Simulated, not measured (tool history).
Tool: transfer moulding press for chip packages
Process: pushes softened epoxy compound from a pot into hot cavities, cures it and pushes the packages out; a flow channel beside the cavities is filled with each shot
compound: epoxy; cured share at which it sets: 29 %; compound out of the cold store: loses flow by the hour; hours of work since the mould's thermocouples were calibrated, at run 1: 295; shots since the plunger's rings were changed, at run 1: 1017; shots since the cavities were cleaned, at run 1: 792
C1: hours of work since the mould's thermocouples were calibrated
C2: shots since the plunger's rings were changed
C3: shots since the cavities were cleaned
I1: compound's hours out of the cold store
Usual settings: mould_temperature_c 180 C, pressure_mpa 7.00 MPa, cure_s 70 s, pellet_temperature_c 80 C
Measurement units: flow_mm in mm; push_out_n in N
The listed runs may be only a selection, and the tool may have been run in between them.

{"run": 1, "day": 0.0, "mould_temperature_c": 180, "pressure_mpa": 7.0, "cure_s": 70, "pellet_temperature_c": 80, "C1": 295, "C2": 1017, "C3": 792, "I1": 24.8, "flow_mm": 871, "push_out_n": 959}
{"day": 0.546, "done": "cavities cleaned with cleaning compound and waxed"}
{"run": 2, "day": 2.496, "mould_temperature_c": 180, "pressure_mpa": 7.0, "cure_s": 70, "pellet_temperature_c": 80, "C1": 325, "C2": 1706, "C3": 553, "I1": 9.9, "flow_mm": 943, "push_out_n": 1019}
{"day": 3.812, "done": "cavities cleaned with cleaning compound and waxed"}
{"run": 3, "day": 4.212, "mould_temperature_c": 180, "pressure_mpa": 7.0, "cure_s": 70, "pellet_temperature_c": 80, "C1": 345, "C2": 2175, "C3": 113, "I1": 39.1, "flow_mm": 783, "push_out_n": 668}
{"day": 4.971, "done": "mould's thermocouples calibrated"}
{"run": 4, "day": 6.496, "mould_temperature_c": 180, "pressure_mpa": 7.0, "cure_s": 70, "pellet_temperature_c": 80, "C1": 19, "C2": 2798, "C3": 736, "I1": 28.4, "flow_mm": 830, "push_out_n": 1037}
{"day": 7.192, "done": "cavities cleaned with cleaning compound and waxed"}
{"run": 5, "day": 8.517, "mould_temperature_c": 180, "pressure_mpa": 7.0, "cure_s": 70, "pellet_temperature_c": 80, "C1": 42, "C2": 3352, "C3": 375, "I1": 36.2, "flow_mm": 777, "push_out_n": 817}
{"day": 10.412, "done": "plunger's sealing rings changed"}
{"day": 10.621, "done": "cavities cleaned with cleaning compound and waxed"}
{"run": 6, "day": 10.825, "mould_temperature_c": 186, "pressure_mpa": 7.0, "cure_s": 70, "pellet_temperature_c": 80, "C1": 68, "C2": 99, "C3": 57, "I1": 12.6, "flow_mm": 924, "push_out_n": 495}
{"run": 7, "day": 13.367, "mould_temperature_c": 186, "pressure_mpa": 7.0, "cure_s": 70, "pellet_temperature_c": 80, "C1": 99, "C2": 820, "C3": 778, "I1": 25.8, "flow_mm": 841, "push_out_n": 772}
{"day": 14.033, "done": "cavities cleaned with cleaning compound and waxed"}
{"run": 8, "day": 14.529, "mould_temperature_c": 186, "pressure_mpa": 7.0, "cure_s": 70, "pellet_temperature_c": 80, "C1": 113, "C2": 1131, "C3": 141, "I1": 18.9, "flow_mm": 883, "push_out_n": 503}
{"run": 9, "day": 16.667, "mould_temperature_c": 177, "pressure_mpa": 7.0, "cure_s": 70, "pellet_temperature_c": 80, "C1": 139, "C2": 1736, "C3": 746, "I1": 23.2, "flow_mm": 880, "push_out_n": 1230}
{"day": 17.338, "done": "cavities cleaned with cleaning compound and waxed"}
{"run": 10, "day": 17.971, "mould_temperature_c": 177, "pressure_mpa": 7.0, "cure_s": 70, "pellet_temperature_c": 80, "C1": 154, "C2": 2088, "C3": 179, "I1": 36.0, "flow_mm": 808, "push_out_n": 839}
{"run": 11, "day": 19.433, "mould_temperature_c": 177, "pressure_mpa": 7.0, "cure_s": 70, "pellet_temperature_c": 80, "C1": 172, "C2": 2503, "C3": 594, "I1": 36.8, "flow_mm": 798, "push_out_n": 1103}
{"day": 20.671, "done": "cavities cleaned with cleaning compound and waxed"}
{"run": 12, "day": 21.358, "mould_temperature_c": 177, "pressure_mpa": 7.0, "cure_s": 70, "pellet_temperature_c": 80, "C1": 194, "C2": 3030, "C3": 195, "I1": 11.3, "flow_mm": 930, "push_out_n": 962}
{"run": 13, "day": 22.904, "mould_temperature_c": 182, "pressure_mpa": 5.99, "cure_s": 89, "pellet_temperature_c": 88, "C1": 213, "C2": 3467, "C3": 632, "I1": 42.7, "flow_mm": 692, "push_out_n": 656}

For run 14, what comes out?
{"day": 24.121, "done": "cavities cleaned with cleaning compound and waxed"}
{"day": 24.442, "done": "plunger's sealing rings changed"}
{"run": 14, "day": 24.554, "mould_temperature_c": 188, "pressure_mpa": 7.13, "cure_s": 70, "pellet_temperature_c": 80, "C1": 231, "C2": 32, "C3": 93, "I1": 45.2, "flow_mm": "?", "push_out_n": "?"}

flow_mm: 760 mm
push_out_n: 456 N
Were there no unlogged condition in the tool, this run, its random variation unchanged, would have produced flow_mm 765 mm, push_out_n 402 N.

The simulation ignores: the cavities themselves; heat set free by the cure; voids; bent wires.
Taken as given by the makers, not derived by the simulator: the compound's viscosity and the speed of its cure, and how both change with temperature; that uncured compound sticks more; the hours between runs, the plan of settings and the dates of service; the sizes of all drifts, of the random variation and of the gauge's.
